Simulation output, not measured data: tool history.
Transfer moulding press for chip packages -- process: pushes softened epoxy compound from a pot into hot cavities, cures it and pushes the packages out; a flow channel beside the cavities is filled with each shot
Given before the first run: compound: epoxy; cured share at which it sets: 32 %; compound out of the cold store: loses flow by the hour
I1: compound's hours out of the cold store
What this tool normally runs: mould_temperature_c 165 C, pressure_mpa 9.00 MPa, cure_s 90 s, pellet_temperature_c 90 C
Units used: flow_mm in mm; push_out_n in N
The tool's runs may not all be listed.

Run 1, hour 0.0: usual settings; I1 39.0. Result: flow_mm 855 mm, push_out_n 656 N.
Run 2, hour 17.6: usual settings but pellet_temperature_c 89 C; I1 33.5. Result: flow_mm 874 mm, push_out_n 817 N.
Run 3, hour 34.6: usual settings but pellet_temperature_c 89 C; I1 46.6. Result: flow_mm 823 mm, push_out_n 896 N.
Run 4, hour 45.5: usual settings but pellet_temperature_c 89 C; I1 42.4. Result: flow_mm 835 mm, push_out_n 954 N.
Run 5, hour 67.2: usual settings but pellet_temperature_c 95 C; I1 19.8. Result: flow_mm 916 mm, push_out_n 996 N.
At hour 83.3: cavities cleaned with cleaning compound and waxed.
Run 6, hour 86.3: usual settings but pellet_temperature_c 95 C; I1 16.8. Result: flow_mm 915 mm, push_out_n 1146 N.
Run 7, hour 96.3: usual settings but pellet_temperature_c 95 C; I1 38.7. Result: flow_mm 833 mm, push_out_n 1095 N.
Run 8, hour 111.0: usual settings; I1 41.2. Result: flow_mm 829 mm, push_out_n 1048 N.
Run 9, hour 135.2: usual settings; I1 42.5. Result: flow_mm 812 mm, push_out_n 1072 N.
Run 10, hour 158.3: usual settings but pressure_mpa 10.77 MPa; I1 42.5. Result: flow_mm 889 mm, push_out_n 1031 N.
At hour 167.3: cavities cleaned with cleaning compound and waxed.
Run 11, hour 178.6: usual settings but pressure_mpa 10.77 MPa; I1 14.1. Result: flow_mm 1014 mm, push_out_n 825 N.
Run 12, hour 201.2: usual settings but pressure_mpa 10.77 MPa, cure_s 105 s; I1 20.4. Result: flow_mm 976 mm, push_out_n 714 N.
Run 13, hour 219.0: usual settings but pressure_mpa 10.77 MPa, cure_s 105 s; I1 27.0. Result: flow_mm 949 mm, push_out_n 775 N.
At hour 228.1: cavities cleaned with cleaning compound and waxed, once more.
Run 14, hour 236.9: usual settings but pressure_mpa 10.77 MPa, cure_s 105 s; I1 16.0. Result: flow_mm 980 mm, push_out_n 599 N.
Run 15, hour 247.6: usual settings but mould_temperature_c 166 C, pressure_mpa 9.34 MPa, cure_s 100 s, pellet_temperature_c 92 C; I1 31.0. Result: flow_mm 857 mm, push_out_n 664 N.
Run 16, hour 260.3: usual settings but mould_temperature_c 163 C, pressure_mpa 10.71 MPa, cure_s 88 s, pellet_temperature_c 81 C; I1 23.4. Result: flow_mm 963 mm, push_out_n 1160 N.
Run 17, hour 279.3: usual settings but pressure_mpa 6.96 MPa; I1 12.3. Result: flow_mm 803 mm, push_out_n 1040 N.
Run 18, hour 293.4: usual settings but mould_temperature_c 162 C; I1 44.9. Result: flow_mm 805 mm, push_out_n 1205 N.
At hour 310.8: cavities cleaned with cleaning compound and waxed.
Run 19, hour 318.2: usual settings but pellet_temperature_c 89 C; I1 39.4. Result: flow_mm 818 mm, push_out_n 770 N.
Run 20, hour 332.9: usual settings but pellet_temperature_c 89 C; I1 29.5. Result: flow_mm 845 mm, push_out_n 899 N.
Run 21, hour 351.0: usual settings but pressure_mpa 6.88 MPa, cure_s 74 s, pellet_temperature_c 88 C; I1 15.6. Result: flow_mm 779 mm, push_out_n 1700 N.
Run 22, hour 365.4: usual settings but mould_temperature_c 158 C, pressure_mpa 7.08 MPa, cure_s 121 s, pellet_temperature_c 82 C; I1 19.6. Result: flow_mm 792 mm, push_out_n 916 N.
Run 23, hour 383.3: usual settings but mould_temperature_c 163 C, pressure_mpa 10.89 MPa, cure_s 106 s; I1 47.0. Result: flow_mm 858 mm, push_out_n 804 N.
At hour 393.2: cavities cleaned with cleaning compound and waxed.
Run 24, hour 398.5: usual settings but mould_temperature_c 160 C, pressure_mpa 8.14 MPa, cure_s 83 s, pellet_temperature_c 96 C; I1 18.3. Result: flow_mm 849 mm, push_out_n 1202 N.
Run 25, hour 418.8: usual settings but pressure_mpa 9.23 MPa, pellet_temperature_c 97 C; I1 10.2. Result: flow_mm 909 mm, push_out_n 919 N.
Run 26, hour 432.4: usual settings but pressure_mpa 8.49 MPa, pellet_temperature_c 97 C; I1 43.5. Result: flow_mm 761 mm, push_out_n 859 N.
Run 27, hour 443.5: usual settings but pressure_mpa 8.78 MPa, cure_s 117 s, pellet_temperature_c 97 C; I1 26.7. Result: flow_mm 824 mm, push_out_n 687 N.
Run 28, hour 454.9: usual settings but mould_temperature_c 160 C, pressure_mpa 10.55 MPa, cure_s 102 s; I1 15.4. Result: flow_mm 977 mm, push_out_n 1184 N.

Below are 3 alternative next runs, each starting from the tool's condition after run 28. Predict each:
Run A, hour 471.0: usual settings but mould_temperature_c 161 C, cure_s 76 s, pellet_temperature_c 95 C; I1 28.5. Result: flow_mm ?, push_out_n ?.
Run B, hour 471.0: usual settings but pressure_mpa 9.35 MPa; I1 33.6. Result: flow_mm ?, push_out_n ?.
Run C, hour 471.0: usual settings but mould_temperature_c 167 C; I1 45.5. Result: flow_mm ?, push_out_n ?.

run  flow_mm  push_out_n
  A      835        1982
  B      821        1030
  C      760         898
With no hidden state in the tool, these same runs would have given:
run  flow_mm  push_out_n
  A      915        1219
  B      900         628
  C      833         554
